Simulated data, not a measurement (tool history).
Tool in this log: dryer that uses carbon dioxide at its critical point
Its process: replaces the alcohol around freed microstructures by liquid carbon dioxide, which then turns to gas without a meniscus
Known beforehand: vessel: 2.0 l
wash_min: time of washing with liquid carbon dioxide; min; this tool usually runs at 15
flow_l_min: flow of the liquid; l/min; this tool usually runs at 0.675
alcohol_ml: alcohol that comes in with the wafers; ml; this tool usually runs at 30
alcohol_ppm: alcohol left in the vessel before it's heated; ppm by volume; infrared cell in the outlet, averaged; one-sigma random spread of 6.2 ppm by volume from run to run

run 1 hour=0 | wash_min=15 flow_l_min=0.675 alcohol_ml=30 | alcohol_ppm=327
run 2 hour=14.1 | wash_min=15 flow_l_min=0.675 alcohol_ml=34 | alcohol_ppm=382
run 3 hour=27.9 | wash_min=15 flow_l_min=0.675 alcohol_ml=34 | alcohol_ppm=370
run 4 hour=43.8 | wash_min=15 flow_l_min=0.675 alcohol_ml=34 | alcohol_ppm=387
run 5 hour=55.6 | wash_min=15 flow_l_min=0.675 alcohol_ml=34 | alcohol_ppm=392
run 6 hour=78.4 | wash_min=20 flow_l_min=0.675 alcohol_ml=30 | alcohol_ppm=103
run 7 hour=91.2 | wash_min=15 flow_l_min=0.675 alcohol_ml=30 | alcohol_ppm=357
run 8 hour=116.5 | wash_min=15 flow_l_min=0.57 alcohol_ml=30 | alcohol_ppm=670
run 9 hour=140.3 | wash_min=15 flow_l_min=0.675 alcohol_ml=30 | alcohol_ppm=379
run 10 hour=167.4 | wash_min=15 flow_l_min=0.675 alcohol_ml=30 | alcohol_ppm=396
run 11 hour=190.6 | wash_min=12 flow_l_min=0.675 alcohol_ml=30 | alcohol_ppm=800
run 12 hour=210.4 | wash_min=12 flow_l_min=0.675 alcohol_ml=30 | alcohol_ppm=832
run 13 hour=229.2 | wash_min=15 flow_l_min=0.675 alcohol_ml=30 | alcohol_ppm=426
run 14 hour=253.5 | wash_min=15 flow_l_min=0.407 alcohol_ml=30 | alcohol_ppm=1833
run 15 hour=267.6 | wash_min=20 flow_l_min=0.675 alcohol_ml=30 | alcohol_ppm=159
run 16 hour=286.1 | wash_min=15 flow_l_min=0.675 alcohol_ml=57 | alcohol_ppm=822
run 17 hour=303.3 | wash_min=15 flow_l_min=0.675 alcohol_ml=57 | alcohol_ppm=861
run 18 hour=321.6 | wash_min=15 flow_l_min=0.675 alcohol_ml=57 | alcohol_ppm=830
run 19 hour=349.7 | wash_min=15 flow_l_min=0.675 alcohol_ml=57 | alcohol_ppm=843
run 20 hour=376.5 | wash_min=17 flow_l_min=0.675 alcohol_ml=30 | alcohol_ppm=324
run 21 hour=400.8 | wash_min=17 flow_l_min=1.061 alcohol_ml=48 | alcohol_ppm=75
run 22 hour=413.4 | wash_min=17 flow_l_min=1.029 alcohol_ml=47 | alcohol_ppm=96
-- hour=437.1 inlet filter changed
run 23 hour=437.3 | wash_min=17 flow_l_min=1.029 alcohol_ml=47 | alcohol_ppm=58
run 24 hour=452.3 | wash_min=16 flow_l_min=0.465 alcohol_ml=30 | alcohol_ppm=823
run 25 hour=467.3 | wash_min=16 flow_l_min=0.465 alcohol_ml=30 | alcohol_ppm=808
run 26 hour=481.2 | wash_min=17 flow_l_min=0.455 alcohol_ml=27 | alcohol_ppm=708
run 27 hour=494.1 | wash_min=16 flow_l_min=1.038 alcohol_ml=43 | alcohol_ppm=77
run 28 hour=510.4 | wash_min=22 flow_l_min=0.906 alcohol_ml=33 | alcohol_ppm=55
run 29 hour=527.8 | wash_min=22 flow_l_min=0.906 alcohol_ml=33 | alcohol_ppm=57
run 30 hour=546 | wash_min=21 flow_l_min=0.521 alcohol_ml=30 | alcohol_ppm=263
run 31 hour=571.8 | wash_min=12 flow_l_min=0.999 alcohol_ml=22 | alcohol_ppm=133
run 32 hour=593.1 | wash_min=12 flow_l_min=0.999 alcohol_ml=22 | alcohol_ppm=148
run 33 hour=615 | wash_min=12 flow_l_min=0.999 alcohol_ml=22 | alcohol_ppm=147
run 34 hour=640.3 | wash_min=17 flow_l_min=0.472 alcohol_ml=90 | alcohol_ppm=2260
run 35 hour=654.1 | wash_min=17 flow_l_min=0.766 alcohol_ml=37 | alcohol_ppm=167
run 36 hour=675.5 | wash_min=20 flow_l_min=0.766 alcohol_ml=37 | alcohol_ppm=105

Estimate the outcome of run 37 from the log above:
run 37 hour=689.9 | wash_min=20 flow_l_min=0.766 alcohol_ml=37 | alcohol_ppm=?

{"run 37": {"alcohol_ppm": 118}}
Take away the tool's hidden state, keep the run-to-run variation as it was, and the same run would have given alcohol_ppm 45 ppm by volume.

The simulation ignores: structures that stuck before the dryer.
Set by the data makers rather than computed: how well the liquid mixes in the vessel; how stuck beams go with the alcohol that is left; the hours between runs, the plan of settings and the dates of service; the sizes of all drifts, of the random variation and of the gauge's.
